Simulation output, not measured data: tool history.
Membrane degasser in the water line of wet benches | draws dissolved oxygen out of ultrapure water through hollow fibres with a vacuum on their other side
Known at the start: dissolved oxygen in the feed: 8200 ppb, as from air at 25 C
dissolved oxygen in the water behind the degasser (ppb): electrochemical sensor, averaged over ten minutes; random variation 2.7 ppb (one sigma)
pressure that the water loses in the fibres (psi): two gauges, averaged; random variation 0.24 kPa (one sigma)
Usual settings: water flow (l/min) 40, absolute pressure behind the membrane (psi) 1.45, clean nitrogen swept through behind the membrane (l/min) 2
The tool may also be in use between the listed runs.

run	hour	water flow (l/min)	absolute pressure behind the membrane (psi)	clean nitrogen swept through behind the membrane (l/min)	dissolved oxygen in the water behind the degasser (ppb)	pressure that the water loses in the fibres (psi)
1	0	40	1.45	2	303.5	9.03
2	64.5	40	1.45	2	309.7	9.182
3	98.6	40	1.45	2	304.2	9.053
4	163.4	40	1.45	1	530.8	9.065
5	217.6	40	1.45	1	538.5	9.09
6	253.1	28	1.45	2	223.9	6.373
7	288	28	1.45	2	220.8	6.403
8	323.1	28	1.45	1.61	273.7	6.283
9	386.3	28	1.45	1.61	266.9	6.351
10	435.3	40	1.45	0.86	603.7	9.13
11	502.6	25	2.83	1.81	505.2	5.67
# hour 507.5: vacuum gauge calibrated
12	552.9	50	1.87	1.25	756.8	11.368
13	624.7	31	1.87	1.25	511.3	7.098
14	692	31	1.87	1.25	510.8	7.085
15	738.5	40	1	2.08	172.6	9.158
16	799.3	40	0.88	1.48	184	9.217
17	834.8	40	0.88	1.48	185.5	9.168

Measured less the same run without the tool's hidden state. The same run-to-run variation is in both; the gauge's scatter may not be:
The hidden state here: membrane still open, %; true pressure behind the membrane over the reading, kPa; air that leaks in behind the membrane, l/min; drift of the gauge itself on oxygen_ppb, %; drift of the gauge itself on loss_of_pressure_kpa, %.
run	dissolved oxygen in the water behind the degasser (ppb)	pressure that the water loses in the fibres (psi)
1	+8	+0.215
2	+8.3	+0.228
3	+8.3	+0.228
4	+12.8	+0.238
5	+13.3	+0.244
6	+6.6	+0.175
7	+6.7	+0.177
8	+8.1	+0.178
9	+8	+0.186
10	+15.3	+0.273
11	+8.8	+0.174
12	+18.2	+0.358
13	+13.7	+0.231
14	+13.9	+0.236
15	+11.8	+0.312
16	+15.2	+0.322
17	+15.4	+0.325
